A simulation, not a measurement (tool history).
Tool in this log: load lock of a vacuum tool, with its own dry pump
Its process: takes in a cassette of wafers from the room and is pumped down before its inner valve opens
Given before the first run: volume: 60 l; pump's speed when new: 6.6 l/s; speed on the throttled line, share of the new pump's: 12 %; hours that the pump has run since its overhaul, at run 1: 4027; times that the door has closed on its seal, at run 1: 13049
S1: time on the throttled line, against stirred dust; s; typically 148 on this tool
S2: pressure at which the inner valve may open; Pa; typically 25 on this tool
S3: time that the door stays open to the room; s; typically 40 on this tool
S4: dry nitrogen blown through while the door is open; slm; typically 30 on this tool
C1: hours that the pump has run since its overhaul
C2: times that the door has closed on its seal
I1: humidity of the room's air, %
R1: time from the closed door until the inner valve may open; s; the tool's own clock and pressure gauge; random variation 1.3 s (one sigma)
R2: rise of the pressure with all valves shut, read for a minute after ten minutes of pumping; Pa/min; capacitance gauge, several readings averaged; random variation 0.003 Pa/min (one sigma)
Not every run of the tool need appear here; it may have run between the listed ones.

{"run": 1, "hour": 0.0, "S1": 148, "S2": 25, "S3": 40, "S4": 30, "C1": 4027, "C2": 13049, "I1": 44.5, "R1": 212.5, "R2": 0.025}
{"run": 2, "hour": 386.3, "S1": 148, "S2": 29, "S3": 40, "S4": 30, "C1": 4414, "C2": 14727, "I1": 44.1, "R1": 213.3, "R2": 0.024}
{"run": 3, "hour": 707.8, "S1": 148, "S2": 29, "S3": 40, "S4": 30, "C1": 4735, "C2": 16123, "I1": 41.4, "R1": 213.2, "R2": 0.029}
{"run": 4, "hour": 947.0, "S1": 148, "S2": 29, "S3": 40, "S4": 30, "C1": 4974, "C2": 17161, "I1": 45.2, "R1": 211.5, "R2": 0.03}
{"run": 5, "hour": 1322.6, "S1": 148, "S2": 25, "S3": 40, "S4": 30, "C1": 5350, "C2": 18792, "I1": 44.9, "R1": 212.3, "R2": 0.032}
{"run": 6, "hour": 1707.1, "S1": 148, "S2": 25, "S3": 40, "S4": 30, "C1": 5734, "C2": 20462, "I1": 41.4, "R1": 214.1, "R2": 0.036}
{"run": 7, "hour": 2137.3, "S1": 148, "S2": 25, "S3": 40, "S4": 26, "C1": 6165, "C2": 22330, "I1": 43.8, "R1": 218.4, "R2": 0.039}
{"run": 8, "hour": 2475.6, "S1": 148, "S2": 25, "S3": 40, "S4": 26, "C1": 6503, "C2": 23799, "I1": 47.1, "R1": 216.9, "R2": 0.044}
{"run": 9, "hour": 2891.2, "S1": 148, "S2": 25, "S3": 116, "S4": 26, "C1": 6919, "C2": 25603, "I1": 42.7, "R1": 216.1, "R2": 0.059}
{"run": 10, "hour": 3222.1, "S1": 148, "S2": 25, "S3": 116, "S4": 26, "C1": 7249, "C2": 27040, "I1": 45.5, "R1": 216.7, "R2": 0.056}
{"run": 11, "hour": 3432.3, "S1": 148, "S2": 25, "S3": 116, "S4": 26, "C1": 7460, "C2": 27953, "I1": 42.8, "R1": 215.1, "R2": 0.059}
{"run": 12, "hour": 3851.2, "S1": 148, "S2": 25, "S3": 40, "S4": 15, "C1": 7879, "C2": 29772, "I1": 48.3, "R1": 215.8, "R2": 0.057}
{"run": 13, "hour": 4186.4, "S1": 148, "S2": 25, "S3": 40, "S4": 15, "C1": 8214, "C2": 31227, "I1": 46.6, "R1": 218.4, "R2": 0.062}
{"run": 14, "hour": 4499.8, "S1": 148, "S2": 25, "S3": 40, "S4": 15, "C1": 8527, "C2": 32588, "I1": 42.9, "R1": 219.4, "R2": 0.062}
{"run": 15, "hour": 4798.7, "S1": 146, "S2": 25, "S3": 158, "S4": 30, "C1": 8826, "C2": 33886, "I1": 46.3, "R1": 218.9, "R2": 0.075}
{"run": 16, "hour": 5042.8, "S1": 148, "S2": 24, "S3": 28, "S4": 30, "C1": 9070, "C2": 34946, "I1": 45.7, "R1": 223.9, "R2": 0.06}
{"run": 17, "hour": 5270.3, "S1": 148, "S2": 25, "S3": 66, "S4": 28, "C1": 9298, "C2": 35934, "I1": 41.6, "R1": 222.1, "R2": 0.066}
{"hour": 5632.0, "done": "dry pump taken out, an overhauled one fitted"}
{"run": 18, "hour": 5632.0, "S1": 212, "S2": 25, "S3": 199, "S4": 30, "C1": 0, "C2": 37478, "I1": 41.6, "R1": 263.4, "R2": 0.086}
{"run": 19, "hour": 5846.5, "S1": 212, "S2": 25, "S3": 199, "S4": 30, "C1": 214, "C2": 38410, "I1": 44.4, "R1": 260.4, "R2": 0.093}
{"run": 20, "hour": 6070.0, "S1": 280, "S2": 35, "S3": 32, "S4": 15, "C1": 438, "C2": 39380, "I1": 45.8, "R1": 319, "R2": 0.082}
{"run": 21, "hour": 6335.5, "S1": 148, "S2": 25, "S3": 40, "S4": 7, "C1": 704, "C2": 40533, "I1": 44.1, "R1": 208.8, "R2": 0.091}
{"run": 22, "hour": 6536.9, "S1": 148, "S2": 25, "S3": 210, "S4": 30, "C1": 905, "C2": 41407, "I1": 45, "R1": 206, "R2": 0.096}
{"run": 23, "hour": 6822.3, "S1": 75, "S2": 30, "S3": 93, "S4": 43, "C1": 1190, "C2": 42647, "I1": 46.6, "R1": 141.4, "R2": 0.087}
{"run": 24, "hour": 7241.5, "S1": 75, "S2": 30, "S3": 93, "S4": 43, "C1": 1610, "C2": 44467, "I1": 46.7, "R1": 142.7, "R2": 0.094}
{"run": 25, "hour": 7542.6, "S1": 148, "S2": 32, "S3": 118, "S4": 5, "C1": 1911, "C2": 45774, "I1": 47.5, "R1": 206.8, "R2": 0.133}
{"run": 26, "hour": 7968.3, "S1": 148, "S2": 32, "S3": 118, "S4": 5, "C1": 2336, "C2": 47623, "I1": 45.3, "R1": 204.6, "R2": 0.147}
{"run": 27, "hour": 8242.4, "S1": 148, "S2": 44, "S3": 29, "S4": 6, "C1": 2610, "C2": 48813, "I1": 44.9, "R1": 205.2, "R2": 0.105}

4 ways to go on from here, each from the tool as it stands after run 27. What would each give?
{"run": "A", "hour": 8447.9, "S1": 148, "S2": 44, "S3": 29, "S4": 6, "C1": 2816, "C2": 49705, "I1": 46.9, "R1": "?", "R2": "?"}
{"run": "B", "hour": 8447.9, "S1": 216, "S2": 44, "S3": 29, "S4": 15, "C1": 2816, "C2": 49705, "I1": 44.6, "R1": "?", "R2": "?"}
{"run": "C", "hour": 8447.9, "S1": 135, "S2": 25, "S3": 40, "S4": 6, "C1": 2816, "C2": 49705, "I1": 44.2, "R1": "?", "R2": "?"}
{"run": "D", "hour": 8447.9, "S1": 90, "S2": 47, "S3": 29, "S4": 38, "C1": 2816, "C2": 49705, "I1": 46.3, "R1": "?", "R2": "?"}

run=A R1=202.6 R2=0.122
run=B R1=263.3 R2=0.106
run=C R1=197 R2=0.119
run=D R1=151.2 R2=0.101
Stripped of hidden state, with their random variation kept, the same runs would have yielded:
run=A R1=199.8 R2=0.027
run=B R1=260.9 R2=0.012
run=C R1=193.8 R2=0.025
run=D R1=148.1 R2=0.008
